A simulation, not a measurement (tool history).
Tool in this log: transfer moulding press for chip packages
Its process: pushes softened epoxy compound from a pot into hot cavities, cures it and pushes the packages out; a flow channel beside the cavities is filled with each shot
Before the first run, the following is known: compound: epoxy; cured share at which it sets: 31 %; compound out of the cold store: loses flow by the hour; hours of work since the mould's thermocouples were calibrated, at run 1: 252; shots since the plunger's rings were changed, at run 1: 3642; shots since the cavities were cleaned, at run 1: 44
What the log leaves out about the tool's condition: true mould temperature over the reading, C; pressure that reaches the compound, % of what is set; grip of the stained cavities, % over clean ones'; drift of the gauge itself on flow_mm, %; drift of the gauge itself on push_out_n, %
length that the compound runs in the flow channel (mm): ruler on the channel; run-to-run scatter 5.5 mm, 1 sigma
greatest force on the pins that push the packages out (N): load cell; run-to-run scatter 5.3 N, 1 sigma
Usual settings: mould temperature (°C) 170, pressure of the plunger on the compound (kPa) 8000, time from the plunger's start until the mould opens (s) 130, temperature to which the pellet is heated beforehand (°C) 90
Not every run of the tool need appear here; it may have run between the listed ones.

| run | day | mould temperature (°C) | pressure of the plunger on the compound (kPa) | time from the plunger's start until the mould opens (s) | temperature to which the pellet is heated beforehand (°C) | hours of work since the mould's thermocouples were calibrated | shots since the plunger's rings were changed | shots since the cavities were cleaned | incoming compound's hours out of the cold store | length that the compound runs in the flow channel (mm) | greatest force on the pins that push the packages out (N) |
|---|---|---|---|---|---|---|---|---|---|---|---|
| 1 | 0 | 170 | 8000 | 130 | 90 | 252 | 3642 | 44 | 13.7 | 802 | 178 |
| 2 | 0.658 | 170 | 8000 | 130 | 90 | 261 | 3771 | 173 | 42.8 | 708 | 174 |
| 3 | 1.312 | 170 | 8000 | 130 | 90 | 270 | 3900 | 302 | 43.1 | 689 | 182 |
| 4 | 1.942 | 170 | 8000 | 130 | 88 | 279 | 4023 | 425 | 11.4 | 817 | 186 |
| 5 | 2.346 | 170 | 8000 | 130 | 90 | 284 | 4103 | 505 | 38.1 | 699 | 182 |
| 6 | 3.133 | 170 | 8000 | 130 | 94 | 295 | 4257 | 659 | 26.2 | 751 | 175 |
| 7 | 3.675 | 170 | 8000 | 130 | 94 | 302 | 4364 | 766 | 38.7 | 712 | 182 |
| 8 | 4.188 | 170 | 9270 | 130 | 94 | 309 | 4464 | 866 | 32.5 | 796 | 168 |
| 9 | 4.55 | 170 | 6070 | 130 | 94 | 314 | 4536 | 938 | 46.5 | 593 | 171 |
| 10 | 5.038 | 170 | 6070 | 130 | 94 | 321 | 4632 | 1034 | 19 | 682 | 172 |
|  | 5.571 | cavities cleaned with cleaning compound and waxed |
| 11 | 5.712 | 170 | 6070 | 130 | 94 | 329 | 4751 | 27 | 13.2 | 697 | 183 |
| 12 | 6.158 | 170 | 8000 | 164 | 90 | 335 | 4839 | 115 | 35.6 | 714 | 164 |
| 13 | 6.621 | 170 | 8000 | 130 | 90 | 341 | 4930 | 206 | 17.1 | 789 | 175 |
| 14 | 6.992 | 170 | 8000 | 130 | 90 | 346 | 5003 | 279 | 11 | 816 | 182 |
|  | 7.412 | plunger's sealing rings changed |
| 15 | 7.658 | 170 | 8000 | 130 | 90 | 354 | 48 | 389 | 8.2 | 826 | 180 |
| 16 | 8.521 | 175 | 8000 | 144 | 90 | 366 | 218 | 559 | 30.7 | 726 | 174 |
| 17 | 9.067 | 170 | 6790 | 143 | 82 | 373 | 324 | 665 | 30.6 | 685 | 170 |
| 18 | 9.704 | 170 | 7960 | 143 | 94 | 382 | 450 | 791 | 44.8 | 679 | 174 |
| 19 | 10.238 | 176 | 8000 | 130 | 90 | 389 | 554 | 895 | 37.2 | 702 | 171 |
| 20 | 11.004 | 176 | 8000 | 130 | 90 | 400 | 705 | 1046 | 43.7 | 685 | 177 |
|  | 11.467 | cavities cleaned with cleaning compound and waxed |
| 21 | 11.912 | 166 | 6810 | 149 | 99 | 411 | 871 | 87 | 36 | 671 | 180 |
| 22 | 12.454 | 166 | 6810 | 149 | 99 | 418 | 978 | 194 | 34.8 | 662 | 180 |
| 23 | 13.046 | 174 | 8000 | 136 | 90 | 426 | 1093 | 309 | 30.2 | 736 | 166 |
| 24 | 13.754 | 174 | 8000 | 136 | 90 | 436 | 1233 | 449 | 16.7 | 791 | 168 |
| 25 | 14.367 | 170 | 6680 | 156 | 83 | 444 | 1353 | 569 | 18.7 | 717 | 171 |

Run 26 is up next; what results do you expect?
| 26 | 14.796 | 163 | 8000 | 130 | 90 | 450 | 1437 | 653 | 27.9 | ? | ? |

length that the compound runs in the flow channel (mm): 763
greatest force on the pins that push the packages out (N): 229
Take away the tool's hidden state, keep the run-to-run variation as it was, and the same run would have given length that the compound runs in the flow channel (mm) 763, greatest force on the pins that push the packages out (N) 224.
